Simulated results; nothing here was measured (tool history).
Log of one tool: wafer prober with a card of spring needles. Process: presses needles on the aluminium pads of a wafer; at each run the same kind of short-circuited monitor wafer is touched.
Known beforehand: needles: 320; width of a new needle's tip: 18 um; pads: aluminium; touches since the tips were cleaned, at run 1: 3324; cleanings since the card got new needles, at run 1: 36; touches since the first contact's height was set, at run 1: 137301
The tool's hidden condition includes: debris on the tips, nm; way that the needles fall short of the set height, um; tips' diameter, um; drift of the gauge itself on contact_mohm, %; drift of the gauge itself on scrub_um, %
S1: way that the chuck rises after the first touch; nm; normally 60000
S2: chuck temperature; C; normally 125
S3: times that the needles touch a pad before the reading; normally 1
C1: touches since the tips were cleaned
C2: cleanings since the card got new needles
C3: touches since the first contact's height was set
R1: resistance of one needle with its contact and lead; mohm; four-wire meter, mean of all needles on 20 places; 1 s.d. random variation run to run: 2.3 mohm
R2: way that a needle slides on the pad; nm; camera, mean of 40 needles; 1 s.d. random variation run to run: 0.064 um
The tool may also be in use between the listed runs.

run   hour     S1   S2  S3    C1   C2      C3   R1     R2
  1      0  60000  125   1  3324   36  137301  384   9460
       1.6  -- tips cleaned on abrasive film
       7.6  -- tips cleaned on abrasive film
      13.6  -- tips cleaned on abrasive film
      19.7  -- tips cleaned on abrasive film
      25.7  -- tips cleaned on abrasive film
  2   28.7  60000  125   1  1763   41  153913  350   9290
      31.7  -- tips cleaned on abrasive film
      37.8  -- tips cleaned on abrasive film
      43.8  -- tips cleaned on abrasive film
      48.6  -- height of the first contact set anew
      51.6  -- tips cleaned on abrasive film
      57.6  -- tips cleaned on abrasive film
      65.2  -- tips cleaned on abrasive film
      72.7  -- tips cleaned on abrasive film
      80.2  -- tips cleaned on abrasive film
  3   80.5  60000  125   2   210   49   18552  271   9880
      86.6  -- tips cleaned on abrasive film
      92.6  -- tips cleaned on abrasive film
      98.6  -- tips cleaned on abrasive film
     106.2  -- tips cleaned on abrasive film
     113.7  -- tips cleaned on abrasive film
     121.2  -- tips cleaned on abrasive film
     127.2  -- tips cleaned on abrasive film
     128.8  -- tips cleaned on abrasive film, once more
  4  132.3  60000  125   1  2042   57   48541  358   9810
     135.3  -- tips cleaned on abrasive film
     142.8  -- tips cleaned on abrasive film
     148.9  -- tips cleaned on abrasive film
     156.4  -- tips cleaned on abrasive film
     162.4  -- tips cleaned on abrasive film
  5  163.9  60000  125   1   899   62   66910  309   9540
     168.5  -- tips cleaned on abrasive film
     174.5  -- tips cleaned on abrasive film
     180.5  -- tips cleaned on abrasive film
     186.5  -- tips cleaned on abrasive film
     193.8  -- tips cleaned on abrasive film
  6  193.8  46000  125   1     0   67   84226  288   7310
     201.4  -- tips cleaned on abrasive film
     207.4  -- tips cleaned on abrasive film
     213.4  -- tips cleaned on abrasive film
     219.4  -- tips cleaned on abrasive film
       227  -- tips cleaned on abrasive film
       233  -- tips cleaned on abrasive film
       239  -- tips cleaned on abrasive film
     246.5  -- tips cleaned on abrasive film
  7  251.1  46000  125   1  2694   75  117491  465   7270
     252.7  -- tips cleaned on abrasive film
     258.7  -- tips cleaned on abrasive film
     266.2  -- tips cleaned on abrasive film
     273.7  -- tips cleaned on abrasive film
     279.8  -- tips cleaned on abrasive film
     285.8  -- tips cleaned on abrasive film
     293.3  -- tips cleaned on abrasive film
     300.8  -- tips cleaned on abrasive film
  8    305  46000  125   1  2440   83  148750  445   7090
       308  -- tips cleaned on abrasive film
     314.1  -- tips cleaned on abrasive film
     321.6  -- tips cleaned on abrasive film
     329.1  -- tips cleaned on abrasive film
     332.4  -- height of the first contact set anew
     335.4  -- tips cleaned on abrasive film
     341.5  -- tips cleaned on abrasive film
     347.5  -- tips cleaned on abrasive film
  9  349.9  46000  125   1  1419   90   10153  379   7470
     354.5  -- tips cleaned on abrasive film
     360.5  -- tips cleaned on abrasive film
       368  -- tips cleaned on abrasive film
       374  -- tips cleaned on abrasive film
     380.1  -- tips cleaned on abrasive film
     386.1  -- tips cleaned on abrasive film
 10    389  47000  125   1  1720   96   32836  408   7570
     393.6  -- tips cleaned on abrasive film
     401.1  -- tips cleaned on abrasive film
     408.6  -- tips cleaned on abrasive film
     414.6  -- tips cleaned on abrasive film
     422.1  -- tips cleaned on abrasive film
     429.7  -- tips cleaned on abrasive film
     437.2  -- tips cleaned on abrasive film
     443.4  -- tips cleaned on abrasive film
 11  443.4  60000  125   2     0  104   64422  265   9650
     449.5  -- tips cleaned on abrasive film
       457  -- tips cleaned on abrasive film
       463  -- tips cleaned on abrasive film
     470.5  -- tips cleaned on abrasive film
     476.6  -- tips cleaned on abrasive film
     482.6  -- tips cleaned on abrasive film
     488.6  -- tips cleaned on abrasive film
     496.1  -- tips cleaned on abrasive film
 12  496.2  60000  125   2    12  112   95007  261   9680
     502.3  -- tips cleaned on abrasive film
     509.8  -- tips cleaned on abrasive film
     517.3  -- tips cleaned on abrasive film
     524.8  -- tips cleaned on abrasive film
     532.3  -- tips cleaned on abrasive film
     539.8  -- tips cleaned on abrasive film
     545.9  -- tips cleaned on abrasive film
 13  547.8  60000  125   2  1126  119  124998  296   9550
     552.3  -- tips cleaned on abrasive film
     558.4  -- tips cleaned on abrasive film
     565.9  -- tips cleaned on abrasive film
     571.9  -- tips cleaned on abrasive film
     579.4  -- tips cleaned on abrasive film
     585.4  -- tips cleaned on abrasive film
 14  586.9  49000   50   1   886  125  147718  351   7700
     591.5  -- tips cleaned on abrasive film
     597.5  -- tips cleaned on abrasive film
     603.6  -- tips cleaned on abrasive film
     611.1  -- tips cleaned on abrasive film
     617.1  -- tips cleaned on abrasive film
     617.4  -- height of the first contact set anew
     623.7  -- tips cleaned on abrasive film
 15  623.7  53000   90   2     0  131    3662  263   8570
     629.8  -- tips cleaned on abrasive film
     635.8  -- tips cleaned on abrasive film
     641.8  -- tips cleaned on abrasive film
     649.3  -- tips cleaned on abrasive film
     656.8  -- tips cleaned on abrasive film
     662.9  -- tips cleaned on abrasive film
 16  666.3  63000   90   2  2020  137   28392  300  10360
     669.4  -- tips cleaned on abrasive film
     675.4  -- tips cleaned on abrasive film
     682.9  -- tips cleaned on abrasive film
       689  -- tips cleaned on abrasive film
       695  -- tips cleaned on abrasive film
     702.5  -- tips cleaned on abrasive film
     708.5  -- tips cleaned on abrasive film
     714.6  -- tips cleaned on abrasive film
 17  720.2  65000   40   2  3325  145   59667  314  10570
     721.8  -- tips cleaned on abrasive film
     727.8  -- tips cleaned on abrasive film
     735.3  -- tips cleaned on abrasive film
     741.4  -- tips cleaned on abrasive film
     747.4  -- tips cleaned on abrasive film
     753.4  -- tips cleaned on abrasive film
     759.5  -- tips cleaned on abrasive film
       767  -- tips cleaned on abrasive film
       773  -- tips cleaned on abrasive film
 18  777.1  61000   53   2  2435  154   92673  325   9710
     780.2  -- tips cleaned on abrasive film
     787.7  -- tips cleaned on abrasive film
     795.2  -- tips cleaned on abrasive film
     802.7  -- tips cleaned on abrasive film
     808.8  -- tips cleaned on abrasive film
     814.8  -- tips cleaned on abrasive film
     822.3  -- tips cleaned on abrasive film
 19  822.9  61000   53   2   346  161  119222  268   9750
     828.9  -- tips cleaned on abrasive film
       835  -- tips cleaned on abrasive film
       841  -- tips cleaned on abrasive film
     848.5  -- tips cleaned on abrasive film
 20    852  61000   53   2  2064  165  136135  313   9650
     855.1  -- tips cleaned on abrasive film
     861.1  -- tips cleaned on abrasive film
     868.6  -- tips cleaned on abrasive film
     876.1  -- tips cleaned on abrasive film
     883.7  -- tips cleaned on abrasive film
 21  886.3  61000   53   2  1541  170  156017  305   9610

3 options for the next run, each taken on its own from the tool as it stands now. Forecast them:
     890.8  -- tips cleaned on abrasive film
     898.3  -- tips cleaned on abrasive film
     901.6  -- height of the first contact set anew
     904.7  -- tips cleaned on abrasive film
     910.7  -- tips cleaned on abrasive film
     918.2  -- tips cleaned on abrasive film
     925.7  -- tips cleaned on abrasive film
     931.8  -- tips cleaned on abrasive film
     937.8  -- tips cleaned on abrasive film
  A   943  57000  39   1  3092  178  24054   ?   ?
     890.8  -- tips cleaned on abrasive film
     898.3  -- tips cleaned on abrasive film
     901.6  -- height of the first contact set anew
     904.7  -- tips cleaned on abrasive film
     910.7  -- tips cleaned on abrasive film
     918.2  -- tips cleaned on abrasive film
     925.7  -- tips cleaned on abrasive film
     931.8  -- tips cleaned on abrasive film
     937.8  -- tips cleaned on abrasive film
  B   943  51000  40   2  3092  178  24054   ?   ?
     890.8  -- tips cleaned on abrasive film
     898.3  -- tips cleaned on abrasive film
     901.6  -- height of the first contact set anew
     904.7  -- tips cleaned on abrasive film
     910.7  -- tips cleaned on abrasive film
     918.2  -- tips cleaned on abrasive film
     925.7  -- tips cleaned on abrasive film
     931.8  -- tips cleaned on abrasive film
     937.8  -- tips cleaned on abrasive film
  C   943  60000  58   1  3092  178  24054   ?   ?

run   R1    R2
  A  411  9290
  B  367  8300
  C  398  9730
Stripped of hidden state, with their random variation kept, the same runs would have yielded:
run   R1    R2
  A  235  9330
  B  235  8350
  C  240  9780
